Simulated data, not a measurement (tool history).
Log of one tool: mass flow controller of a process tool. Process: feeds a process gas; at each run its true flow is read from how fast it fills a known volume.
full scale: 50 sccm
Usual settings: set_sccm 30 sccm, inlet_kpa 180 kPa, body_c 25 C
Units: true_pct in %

| run | hour | set_sccm | inlet_kpa | body_c | true_pct |
|---|---|---|---|---|---|
| 1 | 0 | 30 | 180 | 25 | 98.63 |
| 2 | 125.3 | 30 | 180 | 25 | 98.68 |
| 3 | 194.6 | 30 | 180 | 23 | 98.6 |
| 4 | 313.7 | 30 | 180 | 23 | 98.63 |
| 5 | 397.8 | 30 | 180 | 23 | 98.56 |
| 6 | 456.1 | 30 | 180 | 23 | 98.69 |
| 7 | 559.5 | 30 | 180 | 25 | 98.87 |
| 8 | 612.3 | 30 | 180 | 25 | 98.82 |
| 9 | 705.9 | 30 | 180 | 25 | 98.94 |
| 10 | 816.6 | 30 | 196 | 25 | 98.93 |
| 11 | 917 | 30 | 196 | 25 | 98.85 |
| 12 | 974.6 | 30 | 196 | 25 | 98.83 |
| 13 | 1103 | 30 | 196 | 25 | 98.95 |
| 14 | 1159.1 | 30 | 196 | 25 | 98.94 |
| 15 | 1245.2 | 30 | 180 | 25 | 99.08 |
| 16 | 1308.5 | 16 | 180 | 25 | 98.12 |
| 17 | 1402.5 | 16 | 180 | 25 | 98.05 |
| 18 | 1482.9 | 16 | 180 | 25 | 98.18 |
| 19 | 1570.9 | 30 | 180 | 25 | 99.06 |
| 20 | 1655.6 | 30 | 180 | 25 | 99.03 |
| 21 | 1766.5 | 30 | 180 | 25 | 99.15 |
| 22 | 1879.1 | 32 | 180 | 25 | 99.35 |
| 23 | 1958.5 | 30 | 180 | 25 | 99.17 |
| 24 | 2041 | 30 | 180 | 25 | 99.3 |
| 25 | 2133.7 | 30 | 180 | 25 | 99.27 |
| 26 | 2210.1 | 11 | 162 | 39 | 99.04 |
| 27 | 2316.2 | 24 | 204 | 24 | 98.76 |
| 28 | 2372.8 | 35 | 217 | 28 | 100.03 |
| 29 | 2498.2 | 31 | 217 | 26 | 99.49 |
| 30 | 2627.2 | 31 | 217 | 26 | 99.46 |
| 31 | 2705.1 | 31 | 217 | 26 | 99.65 |
| 32 | 2823.8 | 31 | 217 | 26 | 99.69 |
| 33 | 2952.1 | 9 | 217 | 23 | 97.8 |
| 34 | 3026.5 | 14 | 224 | 33 | 99.12 |
| 35 | 3151.8 | 42 | 269 | 26 | 100.29 |
| 36 | 3274.4 | 42 | 269 | 26 | 100.37 |
| 37 | 3395.5 | 42 | 269 | 26 | 100.34 |
| 38 | 3463.9 | 42 | 269 | 26 | 100.42 |
| 39 | 3564.8 | 42 | 269 | 26 | 100.36 |
|  | 3598.5 | gauge calibrated |
| 40 | 3671.7 | 33 | 180 | 25 | 98.94 |
| 41 | 3735.8 | 33 | 180 | 25 | 98.91 |
| 42 | 3860.6 | 33 | 180 | 25 | 98.91 |
| 43 | 3945.4 | 33 | 180 | 25 | 99.08 |
| 44 | 4026.5 | 30 | 142 | 31 | 99.24 |
| 45 | 4105.7 | 30 | 142 | 31 | 99.28 |
| 46 | 4195.5 | 8 | 180 | 33 | 97.99 |
| 47 | 4320.1 | 30 | 270 | 39 | 99.79 |
| 48 | 4375.3 | 13 | 186 | 33 | 98.33 |

The same runs without the tool's hidden state, with the same run-to-run variation:
The hidden state here: flow at rest that the sensor doesn't see, % of full scale; true flow over the shown one, %; drift of the gauge itself on true_pct, %.
| run | true_pct |
|---|---|
| 1 | 98.63 |
| 2 | 98.64 |
| 3 | 98.54 |
| 4 | 98.54 |
| 5 | 98.44 |
| 6 | 98.55 |
| 7 | 98.71 |
| 8 | 98.64 |
| 9 | 98.73 |
| 10 | 98.69 |
| 11 | 98.58 |
| 12 | 98.54 |
| 13 | 98.62 |
| 14 | 98.59 |
| 15 | 98.71 |
| 16 | 97.73 |
| 17 | 97.64 |
| 18 | 97.74 |
| 19 | 98.6 |
| 20 | 98.54 |
| 21 | 98.62 |
| 22 | 98.79 |
| 23 | 98.59 |
| 24 | 98.7 |
| 25 | 98.64 |
| 26 | 98.4 |
| 27 | 98.08 |
| 28 | 99.32 |
| 29 | 98.75 |
| 30 | 98.68 |
| 31 | 98.85 |
| 32 | 98.86 |
| 33 | 96.96 |
| 34 | 98.24 |
| 35 | 99.35 |
| 36 | 99.4 |
| 37 | 99.33 |
| 38 | 99.39 |
| 39 | 99.3 |
| 40 | 98.91 |
| 41 | 98.86 |
| 42 | 98.82 |
| 43 | 98.97 |
| 44 | 99.11 |
| 45 | 99.12 |
| 46 | 97.82 |
| 47 | 99.57 |
| 48 | 98.1 |
